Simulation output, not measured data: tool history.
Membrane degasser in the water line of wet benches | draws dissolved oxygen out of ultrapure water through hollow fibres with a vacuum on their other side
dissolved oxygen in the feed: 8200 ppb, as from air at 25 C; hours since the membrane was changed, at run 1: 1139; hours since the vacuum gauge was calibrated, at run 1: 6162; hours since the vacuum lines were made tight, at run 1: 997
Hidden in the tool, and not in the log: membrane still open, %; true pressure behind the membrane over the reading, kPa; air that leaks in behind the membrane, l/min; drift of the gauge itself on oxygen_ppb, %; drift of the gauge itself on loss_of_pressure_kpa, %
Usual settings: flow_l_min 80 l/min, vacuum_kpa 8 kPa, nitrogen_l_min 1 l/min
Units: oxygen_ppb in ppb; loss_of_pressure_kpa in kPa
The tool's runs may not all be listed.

run,day,flow_l_min,vacuum_kpa,nitrogen_l_min,hours since the membrane was changed,hours since the vacuum gauge was calibrated,hours since the vacuum lines were made tight,oxygen_ppb,loss_of_pressure_kpa
1,0,80,8,1,1139,6162,997,625.7,59.35
2,4.696,80,8,1,1252,6275,1110,632.2,59.49
3,13.204,80,8,1,1456,6479,1314,626.3,59.72
4,19.562,54,8,1,1609,6632,1467,476.7,40.53
5,25.808,51,8,1,1759,6782,1617,454.8,38.26
6,34.812,80,8,1,1975,6998,1833,632.2,59.57
7,43.492,80,8,1,2183,7206,2041,627.4,60.3
# day 50.896: vacuum gauge calibrated
8,52.479,80,8,1,2398,38,2256,613.1,60.61
9,59.796,80,8,1,2574,214,2432,617.4,60.48
10,64.762,80,8,1,2693,333,2551,616.3,60.51
11,73.938,80,8,1,2913,553,2771,623.5,60.52
12,81.217,80,8,0.5,3088,728,2946,912.2,60.56
13,90.771,80,8,0.5,3317,957,3175,912.7,60.52
14,99.021,80,8,1,3515,1155,3373,621.7,60.87
15,105.112,80,8,1.87,3661,1301,3519,397.4,60.62
16,112.483,63,8,1.87,3838,1478,3696,332.7,48.17
17,117.192,60,8,0.96,3951,1591,3809,519.9,45.26
18,124.971,84,6.22,0.58,4138,1778,3996,566.3,63.88
19,132.025,75,11.48,0.58,4307,1947,4165,1356.4,57.04
20,140.062,75,11.48,0.58,4500,2140,4358,1338.4,57.11
21,146.762,81,6.11,0.93,4661,2301,4519,415,61.63
22,152.771,69,8,1,4805,2445,4663,560.9,52.84
23,161.258,69,8,1,5009,2649,4867,565.4,52.91
24,169.033,127,12.87,1.16,5196,2835,5053,1454.9,97.39
25,179.162,80,8.73,0.85,5439,3078,5297,790.7,61.48
26,185.662,68,9.81,0.56,5595,3234,5453,1059.9,52.7
27,191.021,69,14.85,2.3,5723,3363,5581,693.3,52.95
28,197.862,69,14.85,2.3,5887,3527,5745,696.7,52.91
29,205.262,80,6.48,2.65,6065,3705,5923,219.9,62.09
30,210.983,80,8,0.72,6202,3842,6060,757.5,61.66
31,221.829,88,6.51,0.68,6463,4102,6321,598.9,68.13
# day 230.167: seals of the vacuum lines changed
32,230.779,80,6.07,1.03,6675,4315,15,384.1,61.79

3 ways to go on from here, each from the tool as it stands after run 32. What would each give?
A,239.762,105,6.07,0.61,6891,4531,230,?,?
B,239.762,67,8.63,1.03,6891,4531,230,?,?
C,239.762,49,8,1,6891,4531,230,?,?

run,oxygen_ppb,loss_of_pressure_kpa
A,627,81.65
B,611.9,52.35
C,444.5,37.78
Without the tool's hidden state the same runs would have given:
run,oxygen_ppb,loss_of_pressure_kpa
A,594.5,78.01
B,596.7,50.03
C,432.1,36.08
